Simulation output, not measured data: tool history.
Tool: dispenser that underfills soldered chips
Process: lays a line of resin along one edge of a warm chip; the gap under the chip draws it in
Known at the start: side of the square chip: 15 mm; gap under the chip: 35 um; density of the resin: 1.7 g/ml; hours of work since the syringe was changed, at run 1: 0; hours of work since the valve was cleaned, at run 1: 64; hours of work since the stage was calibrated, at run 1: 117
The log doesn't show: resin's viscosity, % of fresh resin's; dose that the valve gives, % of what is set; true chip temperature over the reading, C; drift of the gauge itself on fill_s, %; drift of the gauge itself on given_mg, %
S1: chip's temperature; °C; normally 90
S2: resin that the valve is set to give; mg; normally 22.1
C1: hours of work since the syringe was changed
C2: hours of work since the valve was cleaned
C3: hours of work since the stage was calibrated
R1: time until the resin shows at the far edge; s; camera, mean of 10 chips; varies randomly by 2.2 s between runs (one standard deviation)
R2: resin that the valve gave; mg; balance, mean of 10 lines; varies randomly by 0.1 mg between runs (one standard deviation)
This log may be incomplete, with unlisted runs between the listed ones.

| run | hour | S1 | S2 | C1 | C2 | C3 | R1 | R2 |
|---|---|---|---|---|---|---|---|---|
| 1 | 0 | 90 | 22.1 | 0 | 64 | 117 | 236 | 21.68 |
| 2 | 4.2 | 90 | 22.1 | 4 | 67 | 120 | 284.9 | 21.4 |
| 3 | 6.3 | 90 | 22.1 | 5 | 69 | 122 | 317.3 | 21.64 |
| 4 | 10 | 99 | 22.1 | 8 | 72 | 125 | 274.8 | 21.57 |
|  | 12.9 | new syringe of resin |
| 5 | 12.9 | 99 | 22.1 | 0 | 74 | 127 | 164.6 | 21.45 |
| 6 | 16.8 | 87 | 22.1 | 3 | 77 | 130 | 300.7 | 21.61 |
| 7 | 21.2 | 90 | 22.1 | 7 | 80 | 133 | 329.2 | 21.34 |
| 8 | 24.4 | 90 | 22.1 | 9 | 83 | 136 | 376.9 | 21.45 |
|  | 26.2 | new syringe of resin |
| 9 | 28.7 | 90 | 22.1 | 2 | 86 | 139 | 255.5 | 21.33 |
| 10 | 32 | 90 | 22.1 | 5 | 89 | 142 | 299.9 | 21.47 |
| 11 | 34.5 | 90 | 22.1 | 7 | 91 | 144 | 327.5 | 21.5 |
| 12 | 37.9 | 90 | 24.4 | 9 | 93 | 146 | 389 | 23.51 |
|  | 39.4 | new syringe of resin |
| 13 | 42 | 99 | 22.1 | 2 | 96 | 150 | 202.3 | 21.32 |
| 14 | 44.1 | 99 | 22.1 | 4 | 98 | 151 | 215.8 | 21.35 |
| 15 | 48.1 | 99 | 22.1 | 7 | 101 | 154 | 265.3 | 21.24 |
| 16 | 52 | 99 | 22.1 | 10 | 104 | 157 | 316.6 | 21.15 |
|  | 52.6 | new syringe of resin |
| 17 | 54.9 | 90 | 22.1 | 2 | 106 | 160 | 252.1 | 21.25 |
| 18 | 58.1 | 89 | 22.1 | 4 | 109 | 162 | 308.3 | 21.08 |
| 19 | 60.5 | 90 | 25.3 | 6 | 111 | 164 | 332.4 | 24.05 |
| 20 | 62.8 | 90 | 25.3 | 8 | 113 | 166 | 372.8 | 24.36 |
|  | 65.8 | new syringe of resin |
| 21 | 66.7 | 89 | 23.4 | 1 | 116 | 169 | 246.3 | 22.51 |
| 22 | 70 | 89 | 23.4 | 3 | 118 | 171 | 287.8 | 22.51 |
| 23 | 74.1 | 89 | 23.4 | 7 | 121 | 175 | 348.1 | 22.31 |
| 24 | 76.2 | 90 | 21.4 | 8 | 123 | 176 | 370.3 | 20.34 |
|  | 78.8 | new syringe of resin |
| 25 | 81 | 90 | 21.4 | 2 | 127 | 180 | 264.3 | 20.28 |
| 26 | 84.9 | 90 | 21.4 | 5 | 130 | 183 | 309.4 | 20.46 |
| 27 | 88.5 | 90 | 21.4 | 8 | 133 | 186 | 368 | 20.22 |
|  | 92.1 | new syringe of resin |
| 28 | 92.9 | 95 | 21.9 | 1 | 136 | 189 | 203.2 | 20.75 |
| 29 | 96.7 | 82 | 25.3 | 4 | 139 | 192 | 370.2 | 23.84 |
| 30 | 100.9 | 99 | 24.7 | 7 | 142 | 196 | 252.9 | 23.46 |
|  | 104.4 | dispensing valve cleaned and set on the balance |
| 31 | 105.5 | 102 | 24.7 | 10 | 1 | 198 | 268.3 | 24.97 |
|  | 106.1 | new syringe of resin |
| 32 | 110.1 | 85 | 23 | 3 | 4 | 202 | 321.8 | 23.03 |
| 33 | 114.5 | 84 | 23.8 | 7 | 8 | 205 | 413.4 | 23.7 |
| 34 | 117.5 | 84 | 23.8 | 9 | 10 | 208 | 477.9 | 23.66 |

Pick out some run-to-run changes in R1. Of each, how much would a tool without hidden state show as well, from the settings, what came in and chance, and how much is left for the hidden state and any gauge scatter not in both results compared?
Run 12 -> 13: S1 90 -> 99, S2 24.4 -> 22.1, new syringe of resin. R1 -186.7 s: hidden state -131.6, all else -55.1.
Run 20 -> 21: S1 90 -> 89, S2 25.3 -> 23.4, new syringe of resin. R1 -126.5 s: hidden state -129.9, all else +3.4.
Run 27 -> 28: S1 90 -> 95, S2 21.4 -> 21.9, new syringe of resin. R1 -164.8 s: hidden state -132.2, all else -32.6.
Run 28 -> 29: S1 95 -> 82, S2 21.9 -> 25.3. R1 +167 s: hidden state +67.3, all else +99.7.
